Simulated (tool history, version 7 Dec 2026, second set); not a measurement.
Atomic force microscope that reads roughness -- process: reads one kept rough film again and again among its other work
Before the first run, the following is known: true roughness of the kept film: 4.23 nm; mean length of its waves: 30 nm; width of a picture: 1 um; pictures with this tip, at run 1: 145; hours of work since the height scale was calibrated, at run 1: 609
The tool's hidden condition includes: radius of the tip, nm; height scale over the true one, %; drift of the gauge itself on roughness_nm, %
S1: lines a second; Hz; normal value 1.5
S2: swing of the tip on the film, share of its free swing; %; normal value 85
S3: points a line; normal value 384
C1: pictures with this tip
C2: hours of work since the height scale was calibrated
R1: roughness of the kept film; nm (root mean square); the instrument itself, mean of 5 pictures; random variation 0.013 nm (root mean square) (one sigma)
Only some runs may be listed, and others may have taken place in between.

run 1 hour=0 | S1=1.5 S2=85 S3=384 | C1=145 C2=609 | R1=2.612
run 2 hour=13.2 | S1=1.5 S2=85 S3=384 | C1=163 C2=617 | R1=2.555
-- hour=19.8 new tip fitted
run 3 hour=28 | S1=1.5 S2=85 S3=384 | C1=11 C2=626 | R1=2.922
run 4 hour=47.4 | S1=1.5 S2=64 S3=384 | C1=36 C2=639 | R1=3.201
run 5 hour=59.6 | S1=1.5 S2=63 S3=384 | C1=52 C2=647 | R1=3.159
run 6 hour=73.9 | S1=1.5 S2=63 S3=384 | C1=71 C2=656 | R1=3.091
run 7 hour=91.7 | S1=0.86 S2=85 S3=384 | C1=95 C2=668 | R1=2.87
run 8 hour=112.6 | S1=0.86 S2=85 S3=384 | C1=123 C2=681 | R1=2.801
run 9 hour=133 | S1=1.5 S2=85 S3=384 | C1=150 C2=694 | R1=2.566
-- hour=148.3 new tip fitted
run 10 hour=149.7 | S1=1.5 S2=85 S3=384 | C1=2 C2=705 | R1=3.001
run 11 hour=168.6 | S1=1.5 S2=61 S3=841 | C1=27 C2=717 | R1=3.28
run 12 hour=191.8 | S1=1.5 S2=61 S3=841 | C1=58 C2=732 | R1=3.186
run 13 hour=211.1 | S1=1.5 S2=61 S3=841 | C1=84 C2=744 | R1=3.114
run 14 hour=231.2 | S1=0.57 S2=61 S3=1007 | C1=110 C2=757 | R1=3.122
run 15 hour=240.9 | S1=3.29 S2=75 S3=559 | C1=123 C2=764 | R1=2.528
run 16 hour=252.4 | S1=2.02 S2=60 S3=1021 | C1=138 C2=771 | R1=2.924
run 17 hour=265.4 | S1=2.02 S2=60 S3=1021 | C1=155 C2=779 | R1=2.848
-- hour=277.1 new tip fitted
run 18 hour=278.1 | S1=2.02 S2=60 S3=1021 | C1=2 C2=787 | R1=3.271
run 19 hour=294 | S1=2.02 S2=60 S3=1021 | C1=23 C2=798 | R1=3.251
run 20 hour=308.6 | S1=0.62 S2=60 S3=519 | C1=42 C2=807 | R1=3.304

5 ways to go on from here, each from the tool as it stands after run 20. What would each give?
run A hour=324.9 | S1=0.68 S2=60 S3=519 | C1=64 C2=818 | R1=?
run B hour=324.9 | S1=1.74 S2=69 S3=961 | C1=64 C2=818 | R1=?
run C hour=324.9 | S1=2.99 S2=60 S3=519 | C1=64 C2=818 | R1=?
run D hour=324.9 | S1=0.88 S2=65 S3=519 | C1=64 C2=818 | R1=?
run E hour=324.9 | S1=1.01 S2=85 S3=379 | C1=64 C2=818 | R1=?

run=A R1=3.223
run=B R1=3.025
run=C R1=2.995
run=D R1=3.201
run=E R1=2.926
Had the tool no hidden state, the same runs would have come out as:
run=A R1=3.496
run=B R1=3.28
run=C R1=3.248
run=D R1=3.471
run=E R1=3.173

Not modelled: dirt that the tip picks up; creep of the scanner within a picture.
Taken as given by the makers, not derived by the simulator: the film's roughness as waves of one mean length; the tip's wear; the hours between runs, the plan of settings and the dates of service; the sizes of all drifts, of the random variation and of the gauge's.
